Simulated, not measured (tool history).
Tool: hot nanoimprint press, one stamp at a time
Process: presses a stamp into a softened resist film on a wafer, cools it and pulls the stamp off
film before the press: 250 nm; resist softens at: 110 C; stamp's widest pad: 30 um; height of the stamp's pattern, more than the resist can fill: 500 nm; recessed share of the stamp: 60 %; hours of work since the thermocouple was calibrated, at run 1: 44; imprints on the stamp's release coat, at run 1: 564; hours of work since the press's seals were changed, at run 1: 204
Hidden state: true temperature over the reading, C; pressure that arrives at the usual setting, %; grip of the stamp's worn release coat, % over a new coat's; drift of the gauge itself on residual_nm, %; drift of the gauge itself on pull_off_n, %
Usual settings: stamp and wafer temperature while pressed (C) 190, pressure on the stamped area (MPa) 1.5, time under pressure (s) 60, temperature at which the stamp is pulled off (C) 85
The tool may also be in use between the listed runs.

run   hour  stamp and wafer temperature while pressed (C)  pressure on the stamped area (MPa)  time under pressure (s)  temperature at which the stamp is pulled off (C)  hours of work since the thermocouple was calibrated  imprints on the stamp's release coat  hours of work since the press's seals were changed  resist left under the stamp's widest pad (nm)  greatest force while the stamp is pulled off (N)
  1      0                                            190                                 1.5                       60                                                85                                                   44                                   564                                                 204                                          120.7                                               145
  2      5                                            190                                 1.5                       60                                                85                                                   46                                   575                                                 206                                          120.2                                               148
  3   16.7                                            190                                 1.5                       60                                                85                                                   51                                   601                                                 211                                          120.3                                               144
  4   25.8                                            190                                 1.5                       60                                                85                                                   55                                   622                                                 215                                          119.7                                               142
  5   34.5                                            190                                 1.5                       60                                                85                                                   59                                   641                                                 219                                          120.2                                               150
  6   44.7                                            190                                1.77                       60                                                85                                                   63                                   664                                                 223                                          112.5                                               144
  7   51.5                                            190                                1.77                       60                                                85                                                   66                                   679                                                 226                                          111.7                                               148
  8   58.4                                            190                                0.99                       60                                                85                                                   69                                   695                                                 229                                          142.9                                               151
  9   69.2                                            179                                2.01                      102                                                75                                                   74                                   719                                                 233                                          138.7                                               161
 10   79.7                                            188                                1.27                       60                                                85                                                   78                                   742                                                 238                                          139.2                                               141
 11   91.3                                            199                                1.35                       47                                                85                                                   83                                   768                                                 243                                           99.3                                               143
 12  101.8                                            190                                0.96                       60                                                76                                                   88                                   792                                                 247                                          144.7                                               154
 13  108.6                                            190                                0.96                       60                                                76                                                   91                                   807                                                 250                                          146.1                                               159
 14  116.4                                            190                                0.96                       60                                                76                                                   94                                   824                                                 253                                          146.1                                               154
 15  124.1                                            190                                1.56                       34                                                85                                                   97                                   841                                                 257                                          147.7                                               146
 16    133                                            196                                1.38                       31                                                85                                                  101                                   861                                                 261                                          128.3                                               143

Forecast each of these 3 alternatives for the next run:
  A  141.5                                            187                                2.09                       31                                                71                                                  105                                   880                                                 264                                              ?                                                 ?
  B  141.5                                            196                                1.13                       49                                                85                                                  105                                   880                                                 264                                              ?                                                 ?
  C  141.5                                            190                                 1.5                       47                                                82                                                  105                                   880                                                 264                                              ?                                                 ?

run  resist left under the stamp's widest pad (nm)  greatest force while the stamp is pulled off (N)
  A                                          149.3                                               170
  B                                          118.3                                               146
  C                                          133.5                                               151
Without the tool's hidden state the same runs would have given:
run  resist left under the stamp's widest pad (nm)  greatest force while the stamp is pulled off (N)
  A                                          146.7                                               168
  B                                          116.3                                               145
  C                                          131.2                                               149

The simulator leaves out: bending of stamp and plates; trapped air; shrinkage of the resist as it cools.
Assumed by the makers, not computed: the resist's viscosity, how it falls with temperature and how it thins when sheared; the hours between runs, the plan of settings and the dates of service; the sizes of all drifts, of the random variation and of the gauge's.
